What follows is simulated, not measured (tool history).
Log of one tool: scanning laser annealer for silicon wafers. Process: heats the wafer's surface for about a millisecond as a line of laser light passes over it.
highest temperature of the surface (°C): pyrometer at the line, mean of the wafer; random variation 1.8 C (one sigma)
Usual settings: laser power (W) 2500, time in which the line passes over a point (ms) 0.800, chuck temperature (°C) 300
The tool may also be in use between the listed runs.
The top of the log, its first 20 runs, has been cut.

| run | hour | laser power (W) | time in which the line passes over a point (ms) | chuck temperature (°C) | highest temperature of the surface (°C) |
|---|---|---|---|---|---|
|  | 273.4 | window over the wafer cleaned |
| 21 | 273.4 | 2500 | 0.800 | 302 | 1051 |
| 22 | 287.1 | 2654 | 0.800 | 300 | 1098 |
| 23 | 299.5 | 2374 | 0.742 | 300 | 983 |
| 24 | 318.5 | 2331 | 0.933 | 337 | 1081 |
| 25 | 326.7 | 2331 | 0.933 | 337 | 1085 |
| 26 | 338.4 | 2697 | 0.732 | 338 | 1113 |
| 27 | 354.4 | 2697 | 0.732 | 338 | 1114 |
|  | 358.3 | laser's power meter calibrated |
| 28 | 369.7 | 2697 | 0.563 | 285 | 977 |
| 29 | 385.6 | 2697 | 0.563 | 285 | 976 |
| 30 | 398.2 | 2697 | 0.563 | 285 | 974 |
| 31 | 417.7 | 2697 | 0.563 | 285 | 969 |
| 32 | 426.1 | 2592 | 0.705 | 294 | 1028 |
|  | 441.0 | laser's power meter calibrated, once more |
| 33 | 441.1 | 2664 | 0.739 | 275 | 1049 |
| 34 | 454.6 | 2442 | 0.961 | 284 | 1080 |
| 35 | 463.1 | 2500 | 0.579 | 273 | 920 |
| 36 | 476.0 | 2576 | 0.879 | 273 | 1080 |
| 37 | 484.8 | 2576 | 0.946 | 273 | 1108 |
| 38 | 498.5 | 2262 | 0.734 | 300 | 946 |
| 39 | 516.7 | 2500 | 0.685 | 270 | 964 |
| 40 | 525.8 | 2500 | 0.685 | 270 | 964 |
| 41 | 534.0 | 2500 | 0.662 | 270 | 950 |

3 ways to go on from here, each from the tool as it stands after run 41. What would each give?
| A | 548.3 | 2653 | 0.655 | 286 | ? |
| B | 548.3 | 2251 | 0.968 | 316 | ? |
| C | 548.3 | 2719 | 0.936 | 320 | ? |

| run | highest temperature of the surface (°C) |
|---|---|
| A | 1011 |
| B | 1048 |
| C | 1199 |
Without the tool's hidden state the same runs would have given:
| run | highest temperature of the surface (°C) |
|---|---|
| A | 1018 |
| B | 1055 |
| C | 1208 |
